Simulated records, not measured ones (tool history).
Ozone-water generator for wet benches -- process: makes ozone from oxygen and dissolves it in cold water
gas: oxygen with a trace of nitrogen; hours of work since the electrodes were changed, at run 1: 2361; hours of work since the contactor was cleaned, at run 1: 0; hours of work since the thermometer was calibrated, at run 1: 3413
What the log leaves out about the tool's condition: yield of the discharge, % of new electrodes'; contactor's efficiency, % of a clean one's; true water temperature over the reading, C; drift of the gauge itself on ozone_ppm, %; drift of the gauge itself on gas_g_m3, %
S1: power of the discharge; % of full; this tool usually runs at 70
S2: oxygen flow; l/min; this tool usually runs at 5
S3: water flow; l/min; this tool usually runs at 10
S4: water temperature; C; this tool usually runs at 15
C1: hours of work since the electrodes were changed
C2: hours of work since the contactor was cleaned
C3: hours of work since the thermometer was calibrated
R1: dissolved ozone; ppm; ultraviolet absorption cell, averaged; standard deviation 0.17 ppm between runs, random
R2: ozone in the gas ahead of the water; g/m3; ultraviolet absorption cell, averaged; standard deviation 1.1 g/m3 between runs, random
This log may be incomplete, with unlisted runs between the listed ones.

run 1 hour=0 | S1=70 S2=5 S3=10 S4=15 | C1=2361 C2=0 C3=3413 | R1=22.6 R2=187.4
run 2 hour=53.1 | S1=70 S2=5 S3=8 S4=15 | C1=2409 C2=48 C3=3462 | R1=27.3 R2=187.1
run 3 hour=123.6 | S1=70 S2=5 S3=8 S4=15 | C1=2473 C2=112 C3=3526 | R1=27 R2=189.8
run 4 hour=180.7 | S1=70 S2=5 S3=8 S4=15 | C1=2525 C2=164 C3=3577 | R1=27.1 R2=186.9
run 5 hour=238.5 | S1=70 S2=5 S3=8 S4=15 | C1=2577 C2=216 C3=3630 | R1=27.2 R2=188.2
run 6 hour=317.4 | S1=70 S2=5 S3=10 S4=15 | C1=2649 C2=288 C3=3701 | R1=22.5 R2=189.8
run 7 hour=365.5 | S1=70 S2=5 S3=10 S4=15 | C1=2692 C2=331 C3=3745 | R1=22.6 R2=191.5
run 8 hour=447.7 | S1=70 S2=5 S3=10 S4=15 | C1=2767 C2=406 C3=3820 | R1=22.6 R2=190.1
run 9 hour=495.6 | S1=70 S2=6.74 S3=10 S4=15 | C1=2810 C2=450 C3=3863 | R1=22.9 R2=169.9
run 10 hour=538.3 | S1=70 S2=6.74 S3=10 S4=15 | C1=2849 C2=488 C3=3902 | R1=22.6 R2=170
run 11 hour=611.8 | S1=70 S2=6.74 S3=14 S4=15 | C1=2916 C2=555 C3=3968 | R1=17.3 R2=169.9
run 12 hour=675.6 | S1=70 S2=4 S3=10 S4=15 | C1=2974 C2=613 C3=4026 | R1=22.4 R2=204.8
run 13 hour=728.1 | S1=70 S2=4 S3=10 S4=15 | C1=3021 C2=660 C3=4074 | R1=22.4 R2=205.8
run 14 hour=805.9 | S1=70 S2=4 S3=10 S4=15 | C1=3092 C2=731 C3=4144 | R1=22.2 R2=206.6
run 15 hour=861.1 | S1=70 S2=4 S3=10 S4=15 | C1=3142 C2=781 C3=4194 | R1=22.1 R2=206
run 16 hour=937.4 | S1=70 S2=4 S3=10 S4=15 | C1=3211 C2=850 C3=4264 | R1=22.6 R2=209.2
run 17 hour=987.5 | S1=40 S2=7.21 S3=6 S4=9 | C1=3256 C2=896 C3=4309 | R1=26.6 R2=118.3
run 18 hour=1065.7 | S1=40 S2=7.21 S3=6 S4=9 | C1=3327 C2=967 C3=4380 | R1=26.7 R2=119.3
-- hour=1134.8 water thermometer calibrated
run 19 hour=1134.8 | S1=82 S2=6.67 S3=10 S4=15 | C1=3390 C2=1029 C3=0 | R1=25.2 R2=189.4
run 20 hour=1200 | S1=52 S2=4.19 S3=7 S4=12 | C1=3449 C2=1088 C3=59 | R1=26.2 R2=170.5
run 21 hour=1255.3 | S1=65 S2=4.19 S3=7 S4=12 | C1=3499 C2=1138 C3=109 | R1=30.3 R2=194
run 22 hour=1331 | S1=49 S2=8.61 S3=9 S4=14 | C1=3567 C2=1207 C3=178 | R1=20.3 R2=126.5
run 23 hour=1388.6 | S1=91 S2=3.95 S3=7 S4=21 | C1=3620 C2=1259 C3=230 | R1=31.3 R2=244
run 24 hour=1431.6 | S1=42 S2=5 S3=10 S4=8 | C1=3659 C2=1298 C3=269 | R1=19.1 R2=139.8
run 25 hour=1483.9 | S1=48 S2=4.31 S3=7 S4=11 | C1=3706 C2=1345 C3=317 | R1=25.6 R2=160.4
run 26 hour=1547.3 | S1=52 S2=3.66 S3=6 S4=13 | C1=3764 C2=1403 C3=374 | R1=28.7 R2=178.2
run 27 hour=1583.9 | S1=85 S2=3.5 S3=16 S4=7 | C1=3797 C2=1436 C3=407 | R1=16.3 R2=247.8
run 28 hour=1628.8 | S1=67 S2=7.32 S3=16 S4=7 | C1=3838 C2=1477 C3=448 | R1=16.9 R2=165
-- hour=1697.4 gauge calibrated
run 29 hour=1710.5 | S1=44 S2=5 S3=10 S4=8 | C1=3912 C2=1551 C3=522 | R1=19.4 R2=141.3
run 30 hour=1747.1 | S1=44 S2=5 S3=10 S4=8 | C1=3945 C2=1584 C3=555 | R1=19.2 R2=140.9
run 31 hour=1820.6 | S1=44 S2=5 S3=10 S4=8 | C1=4011 C2=1651 C3=622 | R1=19.3 R2=141
run 32 hour=1893.3 | S1=44 S2=5 S3=10 S4=8 | C1=4077 C2=1717 C3=688 | R1=19.7 R2=139.7

Hidden state or all else? Some run-to-run changes of R2, split into what the settings, what came in and random variation would give without the hidden state, and what is left for the hidden state (with any gauge scatter that isn't in both results):
Run 16 -> 17: S1 70 -> 40, S2 4 -> 7.21, S3 10 -> 6, S4 15 -> 9. R2 -90.9 g/m3: hidden state -1.3, all else -89.6.
Run 22 -> 23: S1 49 -> 91, S2 8.61 -> 3.95, S3 9 -> 7, S4 14 -> 21. R2 +117.5 g/m3: hidden state +2.8, all else +114.7.
Run 23 -> 24: S1 91 -> 42, S2 3.95 -> 5, S3 7 -> 10, S4 21 -> 8. R2 -104.2 g/m3: hidden state -2.3, all else -101.9.
Run 28 -> 29: S1 67 -> 44, S2 7.32 -> 5, S3 16 -> 10, S4 7 -> 8, gauge calibrated. R2 -23.7 g/m3: hidden state -4.5, all else -19.2.
